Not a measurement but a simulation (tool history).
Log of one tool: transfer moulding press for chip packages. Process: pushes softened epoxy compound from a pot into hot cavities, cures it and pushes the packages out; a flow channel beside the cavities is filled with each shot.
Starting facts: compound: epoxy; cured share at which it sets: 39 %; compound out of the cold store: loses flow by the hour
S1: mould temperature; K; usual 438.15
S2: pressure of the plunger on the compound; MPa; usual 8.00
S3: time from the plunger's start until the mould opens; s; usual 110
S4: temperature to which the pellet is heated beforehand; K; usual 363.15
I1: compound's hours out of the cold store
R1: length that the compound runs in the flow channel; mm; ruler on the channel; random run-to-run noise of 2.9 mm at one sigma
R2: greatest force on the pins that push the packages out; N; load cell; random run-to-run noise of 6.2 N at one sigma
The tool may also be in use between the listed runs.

run   hour      S1    S2   S3      S4    I1   R1   R2
  1    0.0  438.15  8.00  110  363.15   9.9  937  341
  2    9.0  438.15  8.00  110  363.15   8.6  942  377
  3   14.9  438.15  8.00  110  363.15  11.1  936  389
  4   24.2  438.15  7.24  110  363.15  25.6  844  415
  5   33.8  438.15  7.24  110  363.15  26.6  845  424
  6   42.9  438.15  8.00  149  363.15  10.4  931  406
  7   51.0  438.15  8.00  149  363.15  24.9  888  430
  8   59.5  438.15  8.00  149  363.15  23.4  896  432
      63.1  -- cavities cleaned with cleaning compound and waxed
  9   65.7  438.15  8.00  149  363.15  13.8  923  225
 10   70.9  440.15  7.87  135  366.15  18.8  888  259
 11   75.4  440.15  7.87  135  366.15  31.7  852  267
 12   85.0  440.15  6.02  110  363.15   8.5  800  309
 13   91.2  440.15  9.25  108  363.15  28.6  932  330
 14   98.2  438.15  9.49  110  373.15  42.0  921  367
 15  106.9  436.15  9.49  130  371.15  33.1  943  368
 16  114.3  446.15  8.58  110  363.15  47.7  828  369
 17  121.9  446.15  6.67  110  364.15  39.1  749  379

What if the next run were any one of these 5? Each begins from the tool's condition after run 17:
  A  130.7  438.15  8.30  111  361.15  20.2   ?   ?
  B  130.7  435.15  8.00  110  360.15  41.2   ?   ?
  C  130.7  446.15  6.67  110  369.15  42.2   ?   ?
  D  130.7  438.15  6.63  115  362.15  46.5   ?   ?
  E  130.7  446.15  9.87  110  356.15  39.0   ?   ?

run   R1   R2
  A  909  442
  B  852  464
  C  736  403
  D  753  425
  E  909  396
Without the tool's unlogged condition, the same runs would have read:
run   R1   R2
  A  949  243
  B  890  251
  C  769  222
  D  786  234
  E  950  219
